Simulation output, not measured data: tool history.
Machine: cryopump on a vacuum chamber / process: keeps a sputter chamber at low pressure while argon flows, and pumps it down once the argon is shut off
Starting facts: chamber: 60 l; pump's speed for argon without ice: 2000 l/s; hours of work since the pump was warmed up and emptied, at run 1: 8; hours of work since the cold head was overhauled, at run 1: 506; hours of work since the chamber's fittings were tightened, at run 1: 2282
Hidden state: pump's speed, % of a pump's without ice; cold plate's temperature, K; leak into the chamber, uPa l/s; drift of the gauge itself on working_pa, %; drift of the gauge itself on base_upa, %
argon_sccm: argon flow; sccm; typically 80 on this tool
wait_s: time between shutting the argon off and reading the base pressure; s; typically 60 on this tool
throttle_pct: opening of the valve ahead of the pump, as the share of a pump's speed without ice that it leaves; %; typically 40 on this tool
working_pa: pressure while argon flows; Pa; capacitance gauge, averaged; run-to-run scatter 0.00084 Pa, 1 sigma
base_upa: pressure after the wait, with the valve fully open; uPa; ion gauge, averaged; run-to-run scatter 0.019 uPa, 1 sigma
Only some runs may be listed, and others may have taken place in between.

run,hour,argon_sccm,wait_s,throttle_pct,hours of work since the pump was warmed up and emptied,hours of work since the cold head was overhauled,hours of work since the chamber's fittings were tightened,working_pa,base_upa
1,0.0,80,60,40,8,506,2282,0.1692,1.57
2,49.8,80,60,40,35,533,2308,0.1708,1.56
3,102.2,80,60,40,63,561,2336,0.1706,1.54
4,137.5,80,60,40,81,579,2355,0.1718,1.57
5,194.4,80,60,40,112,610,2385,0.1728,1.55
6,236.0,80,60,40,134,632,2408,0.1731,1.59
7,279.2,80,103,40,157,655,2431,0.1762,1.07
8,340.7,58,103,40,190,688,2463,0.1278,1.13
# hour 369.8: leaking fittings of the chamber tightened, without venting
9,416.1,58,103,40,229,727,25,0.1286,0.91
10,488.7,39,60,40,268,766,63,0.0875,1.41
11,543.7,39,60,40,297,795,93,0.0880,1.37
12,617.6,80,90,40,336,834,132,0.1827,1.01
13,655.0,139,60,40,356,854,152,0.3170,1.42
14,700.2,139,60,40,380,878,176,0.3195,1.45
15,772.4,139,60,40,419,917,215,0.3238,1.41
# hour 816.3: pump warmed up, emptied and cooled again
16,853.8,139,60,40,20,958,255,0.2992,1.40
17,923.9,56,60,40,57,995,293,0.1201,1.43
18,1000.8,74,60,19,98,1036,334,0.3339,1.42
19,1038.2,74,60,27,118,1056,354,0.2366,1.40
20,1086.7,54,127,40,144,1082,380,0.1193,0.79
21,1151.4,94,60,58,179,1116,414,0.1454,1.39
22,1199.3,94,60,58,204,1142,440,0.1480,1.43
23,1239.0,139,290,43,225,1163,461,0.2893,0.50
24,1286.0,139,53,20,251,1188,486,0.6043,1.58
25,1360.4,106,152,37,290,1228,526,0.2581,0.75
26,1430.9,119,51,33,328,1265,563,0.3243,1.68
27,1484.2,119,51,33,356,1294,592,0.3256,1.69
28,1565.1,119,51,33,399,1337,635,0.3302,1.65
29,1627.2,44,41,31,432,1370,668,0.1293,2.06
# hour 1642.6: pump warmed up, emptied and cooled again
30,1691.7,44,20,31,26,1402,700,0.1225,3.76
31,1745.6,44,36,24,55,1431,728,0.1561,2.22
32,1816.9,143,162,43,93,1469,766,0.2896,0.69
33,1880.9,143,162,43,127,1503,800,0.2940,0.73

4 ways to go on from here, each from the tool as it stands after run 33. What would each give?
A,1936.0,95,36,43,156,1532,830,?,?
B,1936.0,69,39,19,156,1532,830,?,?
C,1936.0,143,83,43,156,1532,830,?,?
D,1936.0,96,162,43,156,1532,830,?,?

run,working_pa,base_upa
A,0.1962,2.26
B,0.3142,2.11
C,0.2957,1.11
D,0.1986,0.72
Without the tool's hidden state the same runs would have given:
run,working_pa,base_upa
A,0.1871,2.13
B,0.3076,1.97
C,0.2820,0.98
D,0.1894,0.59
